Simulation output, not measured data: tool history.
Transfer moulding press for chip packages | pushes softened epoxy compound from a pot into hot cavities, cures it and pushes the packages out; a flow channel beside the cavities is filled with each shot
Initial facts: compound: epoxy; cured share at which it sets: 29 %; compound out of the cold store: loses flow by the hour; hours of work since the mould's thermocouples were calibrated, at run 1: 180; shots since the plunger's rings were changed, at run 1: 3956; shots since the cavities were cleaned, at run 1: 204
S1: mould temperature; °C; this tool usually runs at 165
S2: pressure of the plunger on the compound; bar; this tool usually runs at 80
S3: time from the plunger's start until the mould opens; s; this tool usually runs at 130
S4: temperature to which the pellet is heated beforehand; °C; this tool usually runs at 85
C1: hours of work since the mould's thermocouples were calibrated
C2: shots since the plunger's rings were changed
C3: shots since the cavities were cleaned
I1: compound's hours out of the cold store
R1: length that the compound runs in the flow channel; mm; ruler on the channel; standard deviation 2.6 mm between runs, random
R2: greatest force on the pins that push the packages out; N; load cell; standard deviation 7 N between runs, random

Run 1, hour 0: usual settings; C1 180; C2 3956; C3 204; I1 15.9. Result: R1 815 mm, R2 339 N.
Run 2, hour 7.4: usual settings; C1 185; C2 4044; C3 292; I1 39.5. Result: R1 736 mm, R2 328 N.
Run 3, hour 16.8: usual settings but S2 81.6 bar; C1 193; C2 4156; C3 404; I1 37.9. Result: R1 742 mm, R2 349 N.
Run 4, hour 22.9: usual settings but S2 81.6 bar; C1 197; C2 4229; C3 477; I1 19.3. Result: R1 800 mm, R2 364 N.
Run 5, hour 28.2: usual settings but S2 81.6 bar; C1 201; C2 4291; C3 539; I1 36.6. Result: R1 746 mm, R2 359 N.
Run 6, hour 34.4: usual settings but S2 81.6 bar; C1 206; C2 4364; C3 612; I1 41.9. Result: R1 728 mm, R2 401 N.
Run 7, hour 39.7: usual settings but S2 81.6 bar; C1 210; C2 4427; C3 675; I1 27.5. Result: R1 772 mm, R2 386 N.
Run 8, hour 46.2: usual settings but S2 81.6 bar; C1 215; C2 4504; C3 752; I1 22.8. Result: R1 787 mm, R2 401 N.
Run 9, hour 52.4: usual settings but S2 81.6 bar; C1 220; C2 4579; C3 827; I1 34.5. Result: R1 750 mm, R2 382 N.
At hour 54.7: cavities cleaned with cleaning compound and waxed.
Run 10, hour 63.4: usual settings but S2 81.6 bar; C1 227; C2 4691; C3 104; I1 10.3. Result: R1 833 mm, R2 447 N.
Run 11, hour 68.5: usual settings but S3 127 s; C1 231; C2 4751; C3 164; I1 41.9. Result: R1 723 mm, R2 445 N.
Run 12, hour 76.7: usual settings; C1 237; C2 4848; C3 261; I1 46.8. Result: R1 703 mm, R2 422 N.
Run 13, hour 85.8: usual settings; C1 244; C2 4956; C3 369; I1 14.1. Result: R1 810 mm, R2 447 N.
Run 14, hour 89.6: usual settings; C1 247; C2 5002; C3 415; I1 33. Result: R1 744 mm, R2 431 N.
Run 15, hour 97.2: usual settings but S3 128 s; C1 253; C2 5092; C3 505; I1 33.7. Result: R1 737 mm, R2 445 N.
At hour 104: cavities cleaned with cleaning compound and waxed, once more.
Run 16, hour 107.6: usual settings but S3 124 s; C1 260; C2 5197; C3 42; I1 44.4. Result: R1 708 mm, R2 310 N.
Run 17, hour 115.4: usual settings but S2 83.7 bar, S3 126 s, S4 76 °C; C1 266; C2 5289; C3 134; I1 47.8. Result: R1 716 mm, R2 305 N.
Run 18, hour 123: usual settings but S2 83.7 bar, S3 126 s, S4 76 °C; C1 272; C2 5380; C3 225; I1 35.8. Result: R1 749 mm, R2 325 N.
Run 19, hour 128.2: usual settings but S1 163 °C, S2 88.6 bar, S3 126 s, S4 82 °C; C1 276; C2 5442; C3 287; I1 47.1. Result: R1 739 mm, R2 371 N.
Run 20, hour 133.1: usual settings but S1 158 °C, S2 88.6 bar, S3 150 s, S4 82 °C; C1 280; C2 5500; C3 345; I1 34.7. Result: R1 793 mm, R2 405 N.
Run 21, hour 136.9: usual settings but S2 70.3 bar, S4 94 °C; C1 282; C2 5545; C3 390; I1 22.4. Result: R1 725 mm, R2 346 N.
Run 22, hour 141.6: usual settings but S1 163 °C, S4 81 °C; C1 286; C2 5601; C3 446; I1 46.5. Result: R1 705 mm, R2 392 N.
Run 23, hour 148.6: usual settings but S1 163 °C, S2 84.9 bar; C1 291; C2 5683; C3 528; I1 46.4. Result: R1 725 mm, R2 390 N.
Run 24, hour 153.5: usual settings but S1 163 °C, S2 84.9 bar; C1 295; C2 5742; C3 587; I1 9. Result: R1 852 mm, R2 447 N.
Run 25, hour 162.6: usual settings but S1 163 °C, S2 84.9 bar; C1 302; C2 5849; C3 694; I1 35.4. Result: R1 761 mm, R2 422 N.
Run 26, hour 166.6: usual settings but S1 163 °C, S2 84.9 bar; C1 305; C2 5898; C3 743; I1 15.3. Result: R1 825 mm, R2 439 N.
At hour 173.3: plunger's sealing rings changed.
Run 27, hour 173.7: usual settings but S1 163 °C, S2 84.9 bar, S3 133 s; C1 309; C2 4; C3 796; I1 13. Result: R1 886 mm, R2 416 N.
Run 28, hour 181.6: usual settings but S1 171 °C, S2 92.9 bar, S3 147 s, S4 82 °C; C1 315; C2 98; C3 890; I1 27.5. Result: R1 852 mm, R2 307 N.

Alternative continuations, all from the tool just after run 28; predict every row:
Run A, hour 187.6: usual settings but S1 158 °C, S2 91.1 bar; C1 320; C2 170; C3 962; I1 19.1. Result: R1 ?, R2 ?.
Run B, hour 187.6: usual settings but S1 162 °C, S2 92.9 bar, S3 167 s, S4 82 °C; C1 320; C2 170; C3 962; I1 21.4. Result: R1 ?, R2 ?.
Run C, hour 187.6: usual settings but S1 157 °C; C1 320; C2 170; C3 962; I1 16.4. Result: R1 ?, R2 ?.

run   R1   R2
  A  911  638
  B  893  326
  C  868  695
Stripped of hidden state, with their random variation kept, the same runs would have yielded:
run   R1   R2
  A  917  467
  B  898  227
  C  873  509
